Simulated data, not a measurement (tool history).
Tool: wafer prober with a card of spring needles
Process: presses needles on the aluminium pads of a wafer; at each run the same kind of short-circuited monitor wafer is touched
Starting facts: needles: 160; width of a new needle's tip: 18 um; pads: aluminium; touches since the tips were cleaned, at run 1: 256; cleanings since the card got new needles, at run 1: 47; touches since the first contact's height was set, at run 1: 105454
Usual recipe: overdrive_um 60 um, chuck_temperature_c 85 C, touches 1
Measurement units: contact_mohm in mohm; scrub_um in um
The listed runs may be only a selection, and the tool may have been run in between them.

run,hour,overdrive_um,chuck_temperature_c,touches,touches since the tips were cleaned,cleanings since the card got new needles,touches since the first contact's height was set,contact_mohm,scrub_um
1,0,60,85,1,256,47,105454,194,13.63
# hour 3.2: tips cleaned on abrasive film
# hour 6.4: tips cleaned on abrasive film
# hour 10.3: tips cleaned on abrasive film
# hour 13.5: tips cleaned on abrasive film
# hour 17.5: tips cleaned on abrasive film
# hour 20.7: tips cleaned on abrasive film
# hour 23.8: tips cleaned on abrasive film
# hour 27: tips cleaned on abrasive film
# hour 31: tips cleaned on abrasive film
# hour 34.2: tips cleaned on abrasive film
# hour 37.4: tips cleaned on abrasive film
# hour 40.5: tips cleaned on abrasive film
# hour 43.7: tips cleaned on abrasive film
# hour 46.9: tips cleaned on abrasive film
# hour 50.1: tips cleaned on abrasive film
# hour 53.3: tips cleaned on abrasive film
# hour 56.5: tips cleaned on abrasive film
# hour 59.7: tips cleaned on abrasive film
# hour 62.8: tips cleaned on abrasive film
# hour 66.8: tips cleaned on abrasive film
# hour 70: tips cleaned on abrasive film
# hour 73.2: tips cleaned on abrasive film
# hour 77.1: tips cleaned on abrasive film
2,77.3,60,71,1,156,70,156630,195,12.76
# hour 80.5: tips cleaned on abrasive film
# hour 83.7: tips cleaned on abrasive film
# hour 86.9: tips cleaned on abrasive film
# hour 90.1: tips cleaned on abrasive film
# hour 93.3: tips cleaned on abrasive film
# hour 96.5: tips cleaned on abrasive film
# hour 99.6: tips cleaned on abrasive film
# hour 102.8: tips cleaned on abrasive film
# hour 106: tips cleaned on abrasive film
# hour 109.2: tips cleaned on abrasive film
# hour 112.4: tips cleaned on abrasive film
# hour 115.6: tips cleaned on abrasive film
# hour 118.8: tips cleaned on abrasive film
# hour 120.6: height of the first contact set anew
# hour 122.2: tips cleaned on abrasive film
# hour 125.4: tips cleaned on abrasive film
# hour 128.6: tips cleaned on abrasive film
# hour 131.8: tips cleaned on abrasive film
3,134,60,71,1,1510,87,8874,215,11.05
# hour 135.7: tips cleaned on abrasive film
# hour 138.8: tips cleaned on abrasive film
# hour 142.8: tips cleaned on abrasive film
# hour 146: tips cleaned on abrasive film
# hour 149.2: tips cleaned on abrasive film
# hour 152.4: tips cleaned on abrasive film
# hour 155.5: tips cleaned on abrasive film
# hour 159.5: tips cleaned on abrasive film
# hour 162.7: tips cleaned on abrasive film
# hour 166.6: tips cleaned on abrasive film
# hour 170.6: tips cleaned on abrasive film
# hour 173.8: tips cleaned on abrasive film
# hour 177: tips cleaned on abrasive film
# hour 180.2: tips cleaned on abrasive film
# hour 183.3: tips cleaned on abrasive film
# hour 187.3: tips cleaned on abrasive film
# hour 191.3: tips cleaned on abrasive film
# hour 195.2: tips cleaned on abrasive film
# hour 198.4: tips cleaned on abrasive film
4,200.3,46,85,1,1322,106,52801,253,7.68
# hour 202: tips cleaned on abrasive film
# hour 205.2: tips cleaned on abrasive film
# hour 209.1: tips cleaned on abrasive film
# hour 213.1: tips cleaned on abrasive film
# hour 216.3: tips cleaned on abrasive film
# hour 219.4: tips cleaned on abrasive film
# hour 222.6: tips cleaned on abrasive film
# hour 225.8: tips cleaned on abrasive film
# hour 229: tips cleaned on abrasive film
# hour 233: tips cleaned on abrasive film
# hour 236.1: tips cleaned on abrasive film
# hour 239.3: tips cleaned on abrasive film
# hour 242.5: tips cleaned on abrasive film
# hour 245.7: tips cleaned on abrasive film
# hour 249.7: tips cleaned on abrasive film
# hour 252.8: tips cleaned on abrasive film
# hour 256.8: tips cleaned on abrasive film
# hour 260: tips cleaned on abrasive film
5,262,46,85,1,1350,124,93601,256,7.05
# hour 263.6: tips cleaned on abrasive film
# hour 266.8: tips cleaned on abrasive film
# hour 270: tips cleaned on abrasive film
# hour 273.2: tips cleaned on abrasive film
# hour 276.4: tips cleaned on abrasive film
# hour 279.5: tips cleaned on abrasive film
# hour 282.7: tips cleaned on abrasive film
# hour 285.9: tips cleaned on abrasive film
# hour 289.1: tips cleaned on abrasive film
# hour 292.3: tips cleaned on abrasive film
# hour 295.5: tips cleaned on abrasive film
# hour 298.6: tips cleaned on abrasive film
# hour 301.8: tips cleaned on abrasive film
# hour 305: tips cleaned on abrasive film
# hour 308.2: tips cleaned on abrasive film
6,309.6,46,85,1,943,139,125052,257,6.78
# hour 312: tips cleaned on abrasive film
# hour 315.2: tips cleaned on abrasive film
# hour 318.4: tips cleaned on abrasive film
# hour 322.3: tips cleaned on abrasive film
# hour 325.5: tips cleaned on abrasive film
# hour 328.7: tips cleaned on abrasive film
# hour 332.7: tips cleaned on abrasive film
# hour 336.6: tips cleaned on abrasive film
# hour 339.8: tips cleaned on abrasive film
# hour 343: tips cleaned on abrasive film
# hour 346.9: tips cleaned on abrasive film
# hour 350.9: tips cleaned on abrasive film
# hour 354.9: tips cleaned on abrasive film
# hour 358.8: tips cleaned on abrasive film
7,359.8,46,85,1,683,153,158345,258,6.36
# hour 362.2: tips cleaned on abrasive film
# hour 365.4: tips cleaned on abrasive film
# hour 368.6: tips cleaned on abrasive film
# hour 371.8: tips cleaned on abrasive film
# hour 375: tips cleaned on abrasive film
# hour 378.9: tips cleaned on abrasive film
# hour 382.9: tips cleaned on abrasive film
# hour 386.8: tips cleaned on abrasive film
# hour 390: tips cleaned on abrasive film
# hour 393.2: tips cleaned on abrasive film
# hour 396.4: tips cleaned on abrasive film
# hour 400.3: tips cleaned on abrasive film
# hour 400.6: height of the first contact set anew
# hour 404.6: tips cleaned on abrasive film
# hour 408.6: tips cleaned on abrasive film
# hour 412.5: tips cleaned on abrasive film
8,413.6,53,92,1,731,168,8620,205,12.92
# hour 416: tips cleaned on abrasive film
# hour 419.2: tips cleaned on abrasive film
# hour 422.4: tips cleaned on abrasive film
# hour 426.3: tips cleaned on abrasive film
# hour 430.3: tips cleaned on abrasive film
# hour 434.2: tips cleaned on abrasive film
# hour 437.4: tips cleaned on abrasive film
# hour 441.4: tips cleaned on abrasive film
# hour 444.6: tips cleaned on abrasive film
# hour 447.8: tips cleaned on abrasive film
# hour 450.9: tips cleaned on abrasive film
# hour 454.9: tips cleaned on abrasive film
# hour 458.1: tips cleaned on abrasive film
# hour 461.3: tips cleaned on abrasive film
# hour 464.5: tips cleaned on abrasive film
# hour 467.6: tips cleaned on abrasive film
# hour 470.8: tips cleaned on abrasive film
# hour 474: tips cleaned on abrasive film
# hour 477.2: tips cleaned on abrasive film
# hour 480.4: tips cleaned on abrasive film
9,482.8,53,92,1,1641,188,54444,221,12.35
# hour 483.7: tips cleaned on abrasive film
# hour 487.6: tips cleaned on abrasive film
# hour 491.6: tips cleaned on abrasive film
# hour 494.8: tips cleaned on abrasive film
# hour 498.7: tips cleaned on abrasive film
# hour 501.9: tips cleaned on abrasive film
# hour 505.1: tips cleaned on abrasive film
# hour 517.1: card fitted with new needles
# hour 520.3: tips cleaned on abrasive film
# hour 524.2: tips cleaned on abrasive film
# hour 527.4: tips cleaned on abrasive film
# hour 530.6: tips cleaned on abrasive film
10,532.2,73,85,1,1111,4,10053,197,17.18
# hour 533.9: tips cleaned on abrasive film
# hour 537.1: tips cleaned on abrasive film
# hour 541: tips cleaned on abrasive film
# hour 544.2: tips cleaned on abrasive film
# hour 547.4: tips cleaned on abrasive film
# hour 550.6: tips cleaned on abrasive film
# hour 554.5: tips cleaned on abrasive film
# hour 557.7: tips cleaned on abrasive film
# hour 560.9: tips cleaned on abrasive film
# hour 564.1: tips cleaned on abrasive film
# hour 567.3: tips cleaned on abrasive film
# hour 569.1: height of the first contact set anew, once more
# hour 570.8: tips cleaned on abrasive film
# hour 573.9: tips cleaned on abrasive film
# hour 577.9: tips cleaned on abrasive film
# hour 581.1: tips cleaned on abrasive film
# hour 584.3: tips cleaned on abrasive film
# hour 587.5: tips cleaned on abrasive film
# hour 591.4: tips cleaned on abrasive film
# hour 595.4: tips cleaned on abrasive film
# hour 599.3: tips cleaned on abrasive film
# hour 602.5: tips cleaned on abrasive film
11,604.4,48,105,3,1273,25,23365,205,11.51
# hour 606: tips cleaned on abrasive film
# hour 609.2: tips cleaned on abrasive film
# hour 612.4: tips cleaned on abrasive film
# hour 615.6: tips cleaned on abrasive film
# hour 619.5: tips cleaned on abrasive film
# hour 622.7: tips cleaned on abrasive film
# hour 625.9: tips cleaned on abrasive film
# hour 629.1: tips cleaned on abrasive film
# hour 632.3: tips cleaned on abrasive film
# hour 635.5: tips cleaned on abrasive film
# hour 638.7: tips cleaned on abrasive film
# hour 641.8: tips cleaned on abrasive film
# hour 645: tips cleaned on abrasive film
# hour 648.2: tips cleaned on abrasive film
# hour 651.4: tips cleaned on abrasive film
# hour 654.6: tips cleaned on abrasive film
12,656.9,60,80,3,1554,41,58057,197,14.15

Forecast each of these 4 alternatives for the next run:
# hour 658.5: tips cleaned on abrasive film
# hour 661.7: tips cleaned on abrasive film
# hour 665.6: tips cleaned on abrasive film
# hour 668.8: tips cleaned on abrasive film
# hour 672: tips cleaned on abrasive film
# hour 675.2: tips cleaned on abrasive film
# hour 678.4: tips cleaned on abrasive film
# hour 681.6: tips cleaned on abrasive film
# hour 684.8: tips cleaned on abrasive film
# hour 687.9: tips cleaned on abrasive film
# hour 691.1: tips cleaned on abrasive film
# hour 694.3: tips cleaned on abrasive film
# hour 697.5: tips cleaned on abrasive film
# hour 700.7: tips cleaned on abrasive film
# hour 703.9: tips cleaned on abrasive film
# hour 707.1: tips cleaned on abrasive film
# hour 710.2: tips cleaned on abrasive film
# hour 714.2: tips cleaned on abrasive film
# hour 718.2: tips cleaned on abrasive film
# hour 721.4: tips cleaned on abrasive film
A,721.4,60,80,2,0,61,100706,?,?
# hour 658.5: tips cleaned on abrasive film
# hour 661.7: tips cleaned on abrasive film
# hour 665.6: tips cleaned on abrasive film
# hour 668.8: tips cleaned on abrasive film
# hour 672: tips cleaned on abrasive film
# hour 675.2: tips cleaned on abrasive film
# hour 678.4: tips cleaned on abrasive film
# hour 681.6: tips cleaned on abrasive film
# hour 684.8: tips cleaned on abrasive film
# hour 687.9: tips cleaned on abrasive film
# hour 691.1: tips cleaned on abrasive film
# hour 694.3: tips cleaned on abrasive film
# hour 697.5: tips cleaned on abrasive film
# hour 700.7: tips cleaned on abrasive film
# hour 703.9: tips cleaned on abrasive film
# hour 707.1: tips cleaned on abrasive film
# hour 710.2: tips cleaned on abrasive film
# hour 714.2: tips cleaned on abrasive film
# hour 718.2: tips cleaned on abrasive film
# hour 721.4: tips cleaned on abrasive film
B,721.4,70,88,1,0,61,100706,?,?
# hour 658.5: tips cleaned on abrasive film
# hour 661.7: tips cleaned on abrasive film
# hour 665.6: tips cleaned on abrasive film
# hour 668.8: tips cleaned on abrasive film
# hour 672: tips cleaned on abrasive film
# hour 675.2: tips cleaned on abrasive film
# hour 678.4: tips cleaned on abrasive film
# hour 681.6: tips cleaned on abrasive film
# hour 684.8: tips cleaned on abrasive film
# hour 687.9: tips cleaned on abrasive film
# hour 691.1: tips cleaned on abrasive film
# hour 694.3: tips cleaned on abrasive film
# hour 697.5: tips cleaned on abrasive film
# hour 700.7: tips cleaned on abrasive film
# hour 703.9: tips cleaned on abrasive film
# hour 707.1: tips cleaned on abrasive film
# hour 710.2: tips cleaned on abrasive film
# hour 714.2: tips cleaned on abrasive film
# hour 718.2: tips cleaned on abrasive film
# hour 721.4: tips cleaned on abrasive film
C,721.4,60,85,1,0,61,100706,?,?
# hour 658.5: tips cleaned on abrasive film
# hour 661.7: tips cleaned on abrasive film
# hour 665.6: tips cleaned on abrasive film
# hour 668.8: tips cleaned on abrasive film
# hour 672: tips cleaned on abrasive film
# hour 675.2: tips cleaned on abrasive film
# hour 678.4: tips cleaned on abrasive film
# hour 681.6: tips cleaned on abrasive film
# hour 684.8: tips cleaned on abrasive film
# hour 687.9: tips cleaned on abrasive film
# hour 691.1: tips cleaned on abrasive film
# hour 694.3: tips cleaned on abrasive film
# hour 697.5: tips cleaned on abrasive film
# hour 700.7: tips cleaned on abrasive film
# hour 703.9: tips cleaned on abrasive film
# hour 707.1: tips cleaned on abrasive film
# hour 710.2: tips cleaned on abrasive film
# hour 714.2: tips cleaned on abrasive film
# hour 718.2: tips cleaned on abrasive film
# hour 721.4: tips cleaned on abrasive film
D,721.4,60,74,1,0,61,100706,?,?

run,contact_mohm,scrub_um
A,193,13.61
B,195,15.83
C,196,13.32
D,193,13.54
Had the tool no hidden state, the same runs would have come out as:
run,contact_mohm,scrub_um
A,190,14.68
B,193,16.9
C,192,14.39
D,189,14.6

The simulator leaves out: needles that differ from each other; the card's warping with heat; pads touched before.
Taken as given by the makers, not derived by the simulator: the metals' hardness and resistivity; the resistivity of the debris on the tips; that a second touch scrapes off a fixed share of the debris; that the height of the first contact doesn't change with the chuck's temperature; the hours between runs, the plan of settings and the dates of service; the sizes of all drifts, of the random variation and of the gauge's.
